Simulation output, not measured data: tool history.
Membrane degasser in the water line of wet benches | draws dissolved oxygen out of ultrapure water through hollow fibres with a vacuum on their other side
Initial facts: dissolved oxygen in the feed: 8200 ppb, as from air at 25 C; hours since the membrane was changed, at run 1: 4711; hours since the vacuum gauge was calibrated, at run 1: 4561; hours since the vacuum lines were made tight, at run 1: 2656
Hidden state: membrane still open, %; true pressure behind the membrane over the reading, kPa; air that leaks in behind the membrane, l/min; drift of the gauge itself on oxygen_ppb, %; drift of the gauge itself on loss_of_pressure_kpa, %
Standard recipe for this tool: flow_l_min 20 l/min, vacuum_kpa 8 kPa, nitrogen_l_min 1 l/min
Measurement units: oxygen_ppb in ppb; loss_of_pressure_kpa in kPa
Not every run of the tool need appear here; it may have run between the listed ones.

| run | hour | flow_l_min | vacuum_kpa | nitrogen_l_min | hours since the membrane was changed | hours since the vacuum gauge was calibrated | hours since the vacuum lines were made tight | oxygen_ppb | loss_of_pressure_kpa |
|---|---|---|---|---|---|---|---|---|---|
| 1 | 0 | 20 | 8 | 1 | 4711 | 4561 | 2656 | 212.5 | 38.39 |
| 2 | 119 | 20 | 8 | 1 | 4830 | 4680 | 2775 | 215.1 | 37.96 |
| 3 | 226.5 | 20 | 8 | 1 | 4938 | 4788 | 2882 | 214.9 | 38.1 |
| 4 | 324.7 | 20 | 8 | 1 | 5036 | 4886 | 2980 | 217.2 | 38.12 |
| 5 | 424 | 20 | 7.16 | 1 | 5135 | 4985 | 3080 | 178.8 | 38.42 |
| 6 | 556 | 20 | 14.2 | 1 | 5267 | 5117 | 3212 | 477.2 | 38.24 |
| 7 | 629.9 | 20 | 8 | 1 | 5341 | 5191 | 3285 | 216 | 38.53 |
| 8 | 693.4 | 20 | 18.44 | 1 | 5404 | 5255 | 3349 | 640.1 | 38.26 |
| 9 | 779 | 20 | 18.44 | 1 | 5490 | 5341 | 3435 | 642.5 | 38.62 |
| 10 | 903 | 20 | 18.44 | 1 | 5614 | 5464 | 3559 | 636.7 | 38.45 |
| 11 | 967.6 | 20 | 18.44 | 1 | 5679 | 5529 | 3623 | 639.6 | 38.37 |
| 12 | 1097.1 | 20 | 8 | 1 | 5808 | 5659 | 3753 | 215.8 | 38.24 |
| 13 | 1181.2 | 20 | 8 | 1 | 5892 | 5743 | 3837 | 216 | 38.35 |
| 14 | 1276.3 | 20 | 8 | 1 | 5987 | 5838 | 3932 | 215 | 38.31 |
| 15 | 1411.1 | 20 | 8 | 1 | 6122 | 5973 | 4067 | 214 | 38.53 |
| 16 | 1521.9 | 20 | 8 | 1 | 6233 | 6083 | 4178 | 215.1 | 38.18 |
| 17 | 1640.6 | 20 | 8 | 1 | 6352 | 6202 | 4296 | 217.4 | 38.32 |
| 18 | 1715 | 26 | 15.66 | 1 | 6426 | 6276 | 4371 | 667.2 | 49.62 |
| 19 | 1855.7 | 26 | 15.66 | 1 | 6567 | 6417 | 4511 | 669.7 | 49.87 |
| 20 | 1945.9 | 26 | 15.66 | 1 | 6657 | 6507 | 4601 | 662.9 | 49.94 |
| 21 | 2039.2 | 14 | 13.61 | 0.55 | 6750 | 6601 | 4695 | 539.3 | 26.48 |
| 22 | 2176.9 | 14 | 13.61 | 0.55 | 6888 | 6738 | 4833 | 540.8 | 26.93 |
| 23 | 2316.1 | 18 | 8 | 0.56 | 7027 | 6878 | 4972 | 314.4 | 34.82 |
| 24 | 2421.2 | 18 | 8 | 0.56 | 7132 | 6983 | 5077 | 317.2 | 34.77 |
| 25 | 2488.5 | 18 | 14.76 | 2.07 | 7199 | 7050 | 5144 | 238.2 | 34.58 |
| 26 | 2604.4 | 18 | 15.37 | 2.07 | 7315 | 7166 | 5260 | 248.6 | 34.61 |
| 27 | 2717 | 12 | 14.26 | 2.07 | 7428 | 7279 | 5373 | 154.5 | 22.72 |
|  | 2783 | vacuum gauge calibrated |
| 28 | 2863.3 | 12 | 14.26 | 2.07 | 7574 | 80 | 5518 | 153.4 | 22.77 |
| 29 | 2924.1 | 15 | 11.68 | 1.65 | 7635 | 141 | 5579 | 183.2 | 28.52 |
| 30 | 3052.6 | 15 | 11.68 | 1.65 | 7763 | 270 | 5708 | 180.3 | 28.68 |
| 31 | 3141.3 | 15 | 8.13 | 0.48 | 7852 | 358 | 5796 | 314.4 | 28.7 |
| 32 | 3209.3 | 20 | 5.02 | 1.67 | 7920 | 426 | 5864 | 56 | 37.98 |

Take each entry between the runs: how does the hidden state at the last listed run before it differ from the hidden state at the first listed run after it?
In the gap between runs 27 and 28: vacuum gauge calibrated (hour 2783)
  no difference in the tool's unlogged condition between these two runs

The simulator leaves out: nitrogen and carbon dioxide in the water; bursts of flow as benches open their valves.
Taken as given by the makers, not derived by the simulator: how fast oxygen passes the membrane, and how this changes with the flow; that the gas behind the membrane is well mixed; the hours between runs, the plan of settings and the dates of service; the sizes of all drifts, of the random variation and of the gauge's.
